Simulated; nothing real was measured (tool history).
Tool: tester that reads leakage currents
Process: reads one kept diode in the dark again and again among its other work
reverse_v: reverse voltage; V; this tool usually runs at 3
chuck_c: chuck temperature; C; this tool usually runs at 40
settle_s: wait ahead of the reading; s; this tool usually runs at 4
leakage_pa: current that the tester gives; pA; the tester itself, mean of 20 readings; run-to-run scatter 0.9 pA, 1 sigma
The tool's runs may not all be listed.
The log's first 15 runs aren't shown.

{"run": 16, "day": 51.217, "reverse_v": 3, "chuck_c": 40, "settle_s": 0.46, "leakage_pa": 311.56}
{"run": 17, "day": 53.479, "reverse_v": 3, "chuck_c": 40, "settle_s": 0.46, "leakage_pa": 311.09}
{"run": 18, "day": 57.125, "reverse_v": 3.27, "chuck_c": 40, "settle_s": 0.46, "leakage_pa": 326.16}
{"day": 59.825, "done": "probe card cleaned and baked"}
{"run": 19, "day": 62.046, "reverse_v": 3, "chuck_c": 40, "settle_s": 4, "leakage_pa": 307.2}
{"run": 20, "day": 66.308, "reverse_v": 3, "chuck_c": 40, "settle_s": 4, "leakage_pa": 309.67}
{"run": 21, "day": 70.267, "reverse_v": 3, "chuck_c": 40, "settle_s": 4, "leakage_pa": 311.29}
{"run": 22, "day": 73.212, "reverse_v": 3, "chuck_c": 40, "settle_s": 4, "leakage_pa": 308.82}
{"run": 23, "day": 75.512, "reverse_v": 3, "chuck_c": 40, "settle_s": 4, "leakage_pa": 309.94}
{"run": 24, "day": 78.412, "reverse_v": 7.08, "chuck_c": 60, "settle_s": 9.35, "leakage_pa": 1743.7}
{"run": 25, "day": 82.417, "reverse_v": 3, "chuck_c": 40, "settle_s": 0.3, "leakage_pa": 314.08}
{"run": 26, "day": 85.988, "reverse_v": 3, "chuck_c": 29, "settle_s": 2.57, "leakage_pa": 141.98}
{"run": 27, "day": 90.354, "reverse_v": 2.42, "chuck_c": 25, "settle_s": 1.34, "leakage_pa": 95.95}
{"run": 28, "day": 94.388, "reverse_v": 13.97, "chuck_c": 29, "settle_s": 1.88, "leakage_pa": 307.27}
{"run": 29, "day": 97.971, "reverse_v": 2.09, "chuck_c": 22, "settle_s": 1.88, "leakage_pa": 71.35}
{"run": 30, "day": 99.938, "reverse_v": 3.71, "chuck_c": 37, "settle_s": 6.04, "leakage_pa": 285.76}
{"run": 31, "day": 102.129, "reverse_v": 10.16, "chuck_c": 40, "settle_s": 4, "leakage_pa": 575.13}
{"run": 32, "day": 106.175, "reverse_v": 10.16, "chuck_c": 40, "settle_s": 4, "leakage_pa": 581.36}
{"run": 33, "day": 109.312, "reverse_v": 10.2, "chuck_c": 55, "settle_s": 0.7, "leakage_pa": 1554.28}
{"run": 34, "day": 111.371, "reverse_v": 10.2, "chuck_c": 55, "settle_s": 0.7, "leakage_pa": 1557.24}
{"run": 35, "day": 115.962, "reverse_v": 13.1, "chuck_c": 56, "settle_s": 4.76, "leakage_pa": 1877.89}
{"run": 36, "day": 118.775, "reverse_v": 4.21, "chuck_c": 40, "settle_s": 1.24, "leakage_pa": 379.43}
{"run": 37, "day": 122.488, "reverse_v": 1.89, "chuck_c": 26, "settle_s": 0.36, "leakage_pa": 94.78}
{"run": 38, "day": 126.483, "reverse_v": 1.89, "chuck_c": 26, "settle_s": 0.36, "leakage_pa": 95.04}
{"run": 39, "day": 129.046, "reverse_v": 1.12, "chuck_c": 26, "settle_s": 0.52, "leakage_pa": 73.23}
{"run": 40, "day": 131.775, "reverse_v": 1.12, "chuck_c": 26, "settle_s": 0.52, "leakage_pa": 73.1}

Alternative continuations, all from the tool just after run 40; predict every row:
{"run": "A", "day": 136.517, "reverse_v": 3, "chuck_c": 40, "settle_s": 1.55, "leakage_pa": "?"}
{"run": "B", "day": 136.517, "reverse_v": 4.05, "chuck_c": 40, "settle_s": 4, "leakage_pa": "?"}
{"run": "C", "day": 136.517, "reverse_v": 13.84, "chuck_c": 38, "settle_s": 3.19, "leakage_pa": "?"}

run=A leakage_pa=323.76
run=B leakage_pa=377.91
run=C leakage_pa=603.4
With no hidden state in the tool, these same runs would have given:
run=A leakage_pa=297.34
run=B leakage_pa=346.71
run=C leakage_pa=548.78

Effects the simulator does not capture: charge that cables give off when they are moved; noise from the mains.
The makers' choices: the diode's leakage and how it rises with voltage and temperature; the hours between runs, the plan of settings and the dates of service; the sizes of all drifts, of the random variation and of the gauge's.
